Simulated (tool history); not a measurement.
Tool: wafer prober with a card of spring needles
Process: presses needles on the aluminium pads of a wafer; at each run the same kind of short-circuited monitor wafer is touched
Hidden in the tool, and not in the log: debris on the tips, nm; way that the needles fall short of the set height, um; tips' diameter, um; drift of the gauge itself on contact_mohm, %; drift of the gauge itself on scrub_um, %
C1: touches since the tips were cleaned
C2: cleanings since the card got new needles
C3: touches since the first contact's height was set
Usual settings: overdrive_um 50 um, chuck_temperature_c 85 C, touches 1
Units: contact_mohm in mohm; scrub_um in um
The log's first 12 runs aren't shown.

-- day=3.7 tips cleaned on abrasive film
run 13 day=3.712 | overdrive_um=40 chuck_temperature_c=85 touches=1 | C1=100 C2=18 C3=87777 | contact_mohm=262 scrub_um=9.29
run 14 day=4.033 | overdrive_um=40 chuck_temperature_c=85 touches=1 | C1=3199 C2=18 C3=90876 | contact_mohm=316 scrub_um=9.29
-- day=4.233 tips cleaned on abrasive film
run 15 day=4.462 | overdrive_um=61 chuck_temperature_c=85 touches=1 | C1=2232 C2=19 C3=95026 | contact_mohm=273 scrub_um=14.26
-- day=4.758 tips cleaned on abrasive film
run 16 day=4.758 | overdrive_um=61 chuck_temperature_c=85 touches=1 | C1=0 C2=20 C3=97839 | contact_mohm=246 scrub_um=14.25
run 17 day=4.983 | overdrive_um=50 chuck_temperature_c=85 touches=1 | C1=2200 C2=20 C3=100039 | contact_mohm=285 scrub_um=11.68
run 18 day=5.204 | overdrive_um=50 chuck_temperature_c=85 touches=1 | C1=4323 C2=20 C3=102162 | contact_mohm=301 scrub_um=11.66
-- day=5.296 tips cleaned on abrasive film
run 19 day=5.588 | overdrive_um=55 chuck_temperature_c=85 touches=1 | C1=2839 C2=21 C3=105870 | contact_mohm=277 scrub_um=12.85
-- day=5.833 tips cleaned on abrasive film
run 20 day=5.979 | overdrive_um=39 chuck_temperature_c=85 touches=1 | C1=1400 C2=22 C3=109625 | contact_mohm=299 scrub_um=9.02
-- day=6.371 tips cleaned on abrasive film
run 21 day=6.421 | overdrive_um=39 chuck_temperature_c=85 touches=1 | C1=492 C2=23 C3=113871 | contact_mohm=276 scrub_um=9.02
run 22 day=6.817 | overdrive_um=39 chuck_temperature_c=85 touches=1 | C1=4330 C2=23 C3=117709 | contact_mohm=326 scrub_um=9.09
-- day=6.883 tips cleaned on abrasive film
run 23 day=7.246 | overdrive_um=50 chuck_temperature_c=68 touches=3 | C1=3521 C2=24 C3=121833 | contact_mohm=260 scrub_um=11.61
-- day=7.396 tips cleaned on abrasive film
run 24 day=7.55 | overdrive_um=69 chuck_temperature_c=68 touches=2 | C1=1487 C2=25 C3=124734 | contact_mohm=247 scrub_um=16.2
run 25 day=7.846 | overdrive_um=69 chuck_temperature_c=68 touches=2 | C1=4392 C2=25 C3=127639 | contact_mohm=254 scrub_um=16.25
-- day=7.917 tips cleaned on abrasive film
run 26 day=8.254 | overdrive_um=47 chuck_temperature_c=37 touches=2 | C1=3276 C2=26 C3=131537 | contact_mohm=270 scrub_um=10.87
-- day=8.446 tips cleaned on abrasive film
run 27 day=8.608 | overdrive_um=50 chuck_temperature_c=27 touches=3 | C1=1547 C2=27 C3=134924 | contact_mohm=240 scrub_um=11.53
-- day=8.967 tips cleaned on abrasive film
run 28 day=8.967 | overdrive_um=50 chuck_temperature_c=27 touches=3 | C1=0 C2=28 C3=138380 | contact_mohm=231 scrub_um=11.54
run 29 day=9.158 | overdrive_um=50 chuck_temperature_c=27 touches=3 | C1=1844 C2=28 C3=140224 | contact_mohm=243 scrub_um=11.52
run 30 day=9.404 | overdrive_um=32 chuck_temperature_c=85 touches=1 | C1=4256 C2=28 C3=142636 | contact_mohm=368 scrub_um=7.23
-- day=9.496 tips cleaned on abrasive film
run 31 day=9.7 | overdrive_um=40 chuck_temperature_c=54 touches=2 | C1=1955 C2=29 C3=145450 | contact_mohm=276 scrub_um=9.18
-- day=10.008 tips cleaned on abrasive film
run 32 day=10.108 | overdrive_um=50 chuck_temperature_c=62 touches=2 | C1=965 C2=30 C3=149370 | contact_mohm=260 scrub_um=11.56
-- day=10.517 tips cleaned on abrasive film
run 33 day=10.529 | overdrive_um=50 chuck_temperature_c=62 touches=2 | C1=127 C2=31 C3=153424 | contact_mohm=247 scrub_um=11.52
run 34 day=10.725 | overdrive_um=32 chuck_temperature_c=43 touches=1 | C1=2048 C2=31 C3=155345 | contact_mohm=325 scrub_um=7.2
-- day=11.033 tips cleaned on abrasive film
run 35 day=11.075 | overdrive_um=54 chuck_temperature_c=87 touches=2 | C1=429 C2=32 C3=158697 | contact_mohm=254 scrub_um=12.46

Forecast each of these 3 alternatives for the next run:
run A day=11.471 | overdrive_um=45 chuck_temperature_c=87 touches=1 | C1=4269 C2=32 C3=162537 | contact_mohm=? scrub_um=?
run B day=11.471 | overdrive_um=50 chuck_temperature_c=85 touches=1 | C1=4269 C2=32 C3=162537 | contact_mohm=? scrub_um=?
run C day=11.471 | overdrive_um=65 chuck_temperature_c=63 touches=2 | C1=4269 C2=32 C3=162537 | contact_mohm=? scrub_um=?

run=A contact_mohm=309 scrub_um=10.3
run=B contact_mohm=295 scrub_um=11.47
run=C contact_mohm=255 scrub_um=15.13
Without the tool's hidden state the same runs would have given:
run=A contact_mohm=248 scrub_um=10.67
run=B contact_mohm=246 scrub_um=11.84
run=C contact_mohm=235 scrub_um=15.5
